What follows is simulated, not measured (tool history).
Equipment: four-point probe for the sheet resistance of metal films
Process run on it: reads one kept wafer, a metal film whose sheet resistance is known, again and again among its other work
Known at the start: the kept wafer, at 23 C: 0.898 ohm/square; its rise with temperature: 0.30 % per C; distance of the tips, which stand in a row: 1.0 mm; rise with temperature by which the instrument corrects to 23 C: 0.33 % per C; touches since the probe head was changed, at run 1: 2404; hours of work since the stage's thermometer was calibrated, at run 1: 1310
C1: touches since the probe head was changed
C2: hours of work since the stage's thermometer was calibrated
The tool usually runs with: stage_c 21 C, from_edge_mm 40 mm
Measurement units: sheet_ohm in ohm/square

run 1 day=0.000 | stage_c=21 from_edge_mm=40 | C1=2404 C2=1310 | sheet_ohm=0.896985
-- day=0.550 stage's thermometer calibrated
run 2 day=0.633 | stage_c=21 from_edge_mm=40 | C1=2589 C2=1 | sheet_ohm=0.897721
run 3 day=1.146 | stage_c=21 from_edge_mm=5 | C1=2744 C2=6 | sheet_ohm=0.916467
run 4 day=1.900 | stage_c=21 from_edge_mm=5 | C1=2971 C2=13 | sheet_ohm=0.916108
run 5 day=2.304 | stage_c=21 from_edge_mm=40 | C1=3092 C2=17 | sheet_ohm=0.897669
run 6 day=2.779 | stage_c=21 from_edge_mm=40 | C1=3236 C2=22 | sheet_ohm=0.897639
run 7 day=3.417 | stage_c=21 from_edge_mm=40 | C1=3428 C2=28 | sheet_ohm=0.897838
run 8 day=4.108 | stage_c=21 from_edge_mm=40 | C1=3636 C2=35 | sheet_ohm=0.897975
run 9 day=4.667 | stage_c=19 from_edge_mm=40 | C1=3804 C2=40 | sheet_ohm=0.898363
run 10 day=5.271 | stage_c=21 from_edge_mm=29 | C1=3986 C2=46 | sheet_ohm=0.897890
run 11 day=5.792 | stage_c=21 from_edge_mm=44 | C1=4143 C2=51 | sheet_ohm=0.897462
run 12 day=6.588 | stage_c=21 from_edge_mm=44 | C1=4384 C2=59 | sheet_ohm=0.897333
run 13 day=7.200 | stage_c=21 from_edge_mm=44 | C1=4568 C2=65 | sheet_ohm=0.897569
run 14 day=7.783 | stage_c=21 from_edge_mm=40 | C1=4744 C2=70 | sheet_ohm=0.897661
run 15 day=8.333 | stage_c=21 from_edge_mm=40 | C1=4910 C2=76 | sheet_ohm=0.897832
run 16 day=8.671 | stage_c=21 from_edge_mm=69 | C1=5011 C2=79 | sheet_ohm=0.897397
run 17 day=9.092 | stage_c=21 from_edge_mm=69 | C1=5138 C2=83 | sheet_ohm=0.897907
run 18 day=9.646 | stage_c=21 from_edge_mm=69 | C1=5305 C2=88 | sheet_ohm=0.897677
run 19 day=10.104 | stage_c=21 from_edge_mm=40 | C1=5443 C2=93 | sheet_ohm=0.897548
run 20 day=10.542 | stage_c=21 from_edge_mm=40 | C1=5575 C2=97 | sheet_ohm=0.897975
run 21 day=10.921 | stage_c=31 from_edge_mm=40 | C1=5689 C2=101 | sheet_ohm=0.895243
run 22 day=11.392 | stage_c=21 from_edge_mm=40 | C1=5832 C2=105 | sheet_ohm=0.897921
run 23 day=12.083 | stage_c=21 from_edge_mm=40 | C1=6039 C2=112 | sheet_ohm=0.897685
run 24 day=12.729 | stage_c=27 from_edge_mm=40 | C1=6234 C2=118 | sheet_ohm=0.896440
run 25 day=13.054 | stage_c=24 from_edge_mm=10 | C1=6333 C2=121 | sheet_ohm=0.901320
run 26 day=13.617 | stage_c=24 from_edge_mm=10 | C1=6501 C2=127 | sheet_ohm=0.901598
run 27 day=14.379 | stage_c=19 from_edge_mm=72 | C1=6731 C2=134 | sheet_ohm=0.897838
run 28 day=14.892 | stage_c=31 from_edge_mm=4 | C1=6886 C2=139 | sheet_ohm=0.924466
run 29 day=15.458 | stage_c=31 from_edge_mm=4 | C1=7057 C2=145 | sheet_ohm=0.924697
run 30 day=16.125 | stage_c=31 from_edge_mm=4 | C1=7258 C2=151 | sheet_ohm=0.924548
run 31 day=16.758 | stage_c=33 from_edge_mm=4 | C1=7449 C2=157 | sheet_ohm=0.923632
run 32 day=17.442 | stage_c=33 from_edge_mm=26 | C1=7654 C2=164 | sheet_ohm=0.895580
run 33 day=18.088 | stage_c=21 from_edge_mm=46 | C1=7850 C2=170 | sheet_ohm=0.897818
run 34 day=18.783 | stage_c=25 from_edge_mm=40 | C1=8059 C2=177 | sheet_ohm=0.897365
run 35 day=19.221 | stage_c=31 from_edge_mm=35 | C1=8190 C2=181 | sheet_ohm=0.895194
run 36 day=19.742 | stage_c=19 from_edge_mm=17 | C1=8347 C2=186 | sheet_ohm=0.899998
run 37 day=20.312 | stage_c=28 from_edge_mm=5 | C1=8520 C2=192 | sheet_ohm=0.914671
run 38 day=20.883 | stage_c=24 from_edge_mm=3 | C1=8692 C2=198 | sheet_ohm=0.947280
run 39 day=21.254 | stage_c=24 from_edge_mm=3 | C1=8803 C2=201 | sheet_ohm=0.947213
run 40 day=21.758 | stage_c=30 from_edge_mm=57 | C1=8956 C2=206 | sheet_ohm=0.895574
run 41 day=22.538 | stage_c=29 from_edge_mm=4 | C1=9191 C2=214 | sheet_ohm=0.925151
run 42 day=23.025 | stage_c=23 from_edge_mm=4 | C1=9337 C2=218 | sheet_ohm=0.926631
run 43 day=23.542 | stage_c=19 from_edge_mm=25 | C1=9493 C2=223 | sheet_ohm=0.899009
run 44 day=24.338 | stage_c=19 from_edge_mm=25 | C1=9733 C2=231 | sheet_ohm=0.899001
run 45 day=24.921 | stage_c=34 from_edge_mm=25 | C1=9909 C2=237 | sheet_ohm=0.895403
run 46 day=25.654 | stage_c=34 from_edge_mm=25 | C1=10130 C2=244 | sheet_ohm=0.895246

Each row is a separate what-if for the run after 46, all from the same tool condition, not one after another. Results?
run A day=26.442 | stage_c=20 from_edge_mm=21 | C1=10367 C2=252 | sheet_ohm=?
run B day=26.442 | stage_c=24 from_edge_mm=31 | C1=10367 C2=252 | sheet_ohm=?
run C day=26.442 | stage_c=18 from_edge_mm=33 | C1=10367 C2=252 | sheet_ohm=?

run=A sheet_ohm=0.899031
run=B sheet_ohm=0.897393
run=C sheet_ohm=0.898577
Take away the tool's hidden state, keep each run's random variation, and the runs would have read:
run=A sheet_ohm=0.899918
run=B sheet_ohm=0.898277
run=C sheet_ohm=0.899465
